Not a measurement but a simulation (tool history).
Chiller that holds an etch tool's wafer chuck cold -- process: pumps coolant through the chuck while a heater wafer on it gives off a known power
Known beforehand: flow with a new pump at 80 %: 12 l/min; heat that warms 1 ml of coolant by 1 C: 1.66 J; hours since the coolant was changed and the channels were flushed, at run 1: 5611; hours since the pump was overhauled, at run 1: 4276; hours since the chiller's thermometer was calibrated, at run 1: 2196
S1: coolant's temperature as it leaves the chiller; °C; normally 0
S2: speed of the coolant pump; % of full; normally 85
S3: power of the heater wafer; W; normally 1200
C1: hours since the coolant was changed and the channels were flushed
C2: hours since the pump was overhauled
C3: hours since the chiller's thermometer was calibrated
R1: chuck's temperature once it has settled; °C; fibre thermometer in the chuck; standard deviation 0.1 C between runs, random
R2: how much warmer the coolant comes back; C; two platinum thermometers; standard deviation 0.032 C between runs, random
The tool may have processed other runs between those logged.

run	hour	S1	S2	S3	C1	C2	C3	R1	R2
1	0	0	85	1200	5611	4276	2196	9.9	3.35
# hour 108.1: chiller's thermometer calibrated
2	108.1	0	85	1200	5718	4383	0	9.9	3.43
3	251.9	0	85	1200	5862	4527	144	9.8	3.45
4	378.9	0	85	1200	5989	4654	271	9.8	3.43
5	488.8	0	85	1200	6099	4764	381	10	3.44
6	706.8	0	85	1200	6317	4982	599	10	3.37
# hour 825.7: coolant changed, channels flushed
7	913.2	0	98	1200	87	5182	799	8.9	2.92
8	1072.3	0	98	1200	247	5341	958	9.1	2.97
9	1195.7	0	85	1200	370	5464	1082	9.8	3.44
10	1361.6	0	85	1200	536	5630	1247	9.6	3.41
11	1588.4	0	69	1200	763	5857	1474	11.6	4.15
12	1822.8	0	69	1200	997	6091	1709	11.6	4.2
13	2026.9	0	69	1200	1201	6296	1913	11.6	4.19
14	2203.4	0	97	1200	1378	6472	2089	8.9	3.04
# hour 2414.3: chiller's thermometer calibrated
15	2418.9	0	85	1200	1592	6687	5	9.9	3.45
16	2538.3	-2	85	1200	1712	6806	124	7.9	3.38
17	2738.5	2	73	1030	1912	7006	324	11.3	3.35
18	2915.1	2	92	1030	2088	7183	501	9.9	2.76
19	3080.5	1	95	1779	2254	7348	666	14.3	4.54
20	3245.5	5	85	860	2419	7513	831	12.1	2.51
21	3388.9	0	64	769	2562	7657	975	7.8	2.91
22	3511.3	6	87	825	2685	7779	1097	12.8	2.34
# hour 3641.8: coolant pump overhauled
23	3736.1	6	87	825	2904	94	1317	12.8	2.29
24	3917.9	6	87	1310	3086	276	1499	16.7	3.68
25	4109.1	6	87	1310	3277	467	1690	16.5	3.64
26	4335.6	-5	92	1419	3504	694	1916	6	3.77
27	4463.2	-5	92	1419	3631	821	2044	6	3.71
28	4693.6	-5	92	1419	3862	1052	2274	6.1	3.7
# hour 4720.8: chiller's thermometer calibrated
29	4834.3	8	81	1200	4002	1191	113	18.1	3.56
30	4944.6	7	85	1200	4112	1302	224	16.8	3.38
31	5164.4	-2	91	1280	4332	1522	444	8.1	3.41

Describe how what the log doesn't record of the tool's condition differs between the last listed run preceding each entry between runs and the first listed run following it.
After run 1, before run 2: chiller's thermometer calibrated (hour 108.1)
  the hidden state is the same at both runs
After run 6, before run 7: coolant changed, channels flushed (hour 825.7)
  heat passed by the chuck's channels, % of clean ones': 99.8 -> 100
After run 14, before run 15: chiller's thermometer calibrated (hour 2414.3)
  heat passed by the chuck's channels, % of clean ones': 100 -> 99.9
After run 22, before run 23: coolant pump overhauled (hour 3641.8)
  flow at a given pump speed, % of a new pump's: 99.9 -> 100
After run 28, before run 29: chiller's thermometer calibrated (hour 4720.8)
  the hidden state is the same at both runs
